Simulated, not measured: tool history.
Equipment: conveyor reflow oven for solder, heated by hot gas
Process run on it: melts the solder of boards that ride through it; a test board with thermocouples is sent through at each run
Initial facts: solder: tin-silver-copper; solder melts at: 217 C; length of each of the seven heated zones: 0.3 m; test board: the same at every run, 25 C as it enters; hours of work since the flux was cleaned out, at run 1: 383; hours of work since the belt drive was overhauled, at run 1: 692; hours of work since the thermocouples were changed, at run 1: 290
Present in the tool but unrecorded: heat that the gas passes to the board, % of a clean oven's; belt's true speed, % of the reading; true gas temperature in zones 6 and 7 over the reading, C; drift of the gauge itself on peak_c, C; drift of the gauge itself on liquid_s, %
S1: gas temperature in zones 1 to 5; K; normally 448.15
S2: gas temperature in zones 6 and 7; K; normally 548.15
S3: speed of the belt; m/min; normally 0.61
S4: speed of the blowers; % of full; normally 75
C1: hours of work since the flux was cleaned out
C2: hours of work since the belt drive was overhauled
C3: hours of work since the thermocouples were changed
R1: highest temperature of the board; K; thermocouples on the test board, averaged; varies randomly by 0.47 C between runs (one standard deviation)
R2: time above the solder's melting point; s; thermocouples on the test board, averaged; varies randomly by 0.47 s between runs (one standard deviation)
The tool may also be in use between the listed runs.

run   hour      S1      S2     S3  S4   C1   C2   C3      R1    R2
  1      0  448.15  548.15   0.61  75  383  692  290  523.75  43.4
  2   32.4  448.15  548.15  0.599  75  403  713  310  524.85    44
  3   57.2  448.15  548.15  0.599  75  419  729  326  524.25    44
  4   75.6  448.15  548.15  0.663  75  430  740  337  520.05  35.8
        95  -- flux residue cleaned out of gas plates and filters
  5  101.3  448.15  548.15  0.663  75    4  753  350  526.05  39.5
  6  126.2  448.15  548.15   0.61  75   20  769  366  527.55  45.2
  7  144.5  448.15  545.15   0.61  75   31  781  378  525.15    44

What does the tool deliver on the next run?
  8   166  449.15  536.15  0.629  57  45  794  391   ?   ?

R1: 511.65 K
R2: 31.3 s
Without the tool's hidden state the same run would have given R1 512.25 K, R2 31.6 s.

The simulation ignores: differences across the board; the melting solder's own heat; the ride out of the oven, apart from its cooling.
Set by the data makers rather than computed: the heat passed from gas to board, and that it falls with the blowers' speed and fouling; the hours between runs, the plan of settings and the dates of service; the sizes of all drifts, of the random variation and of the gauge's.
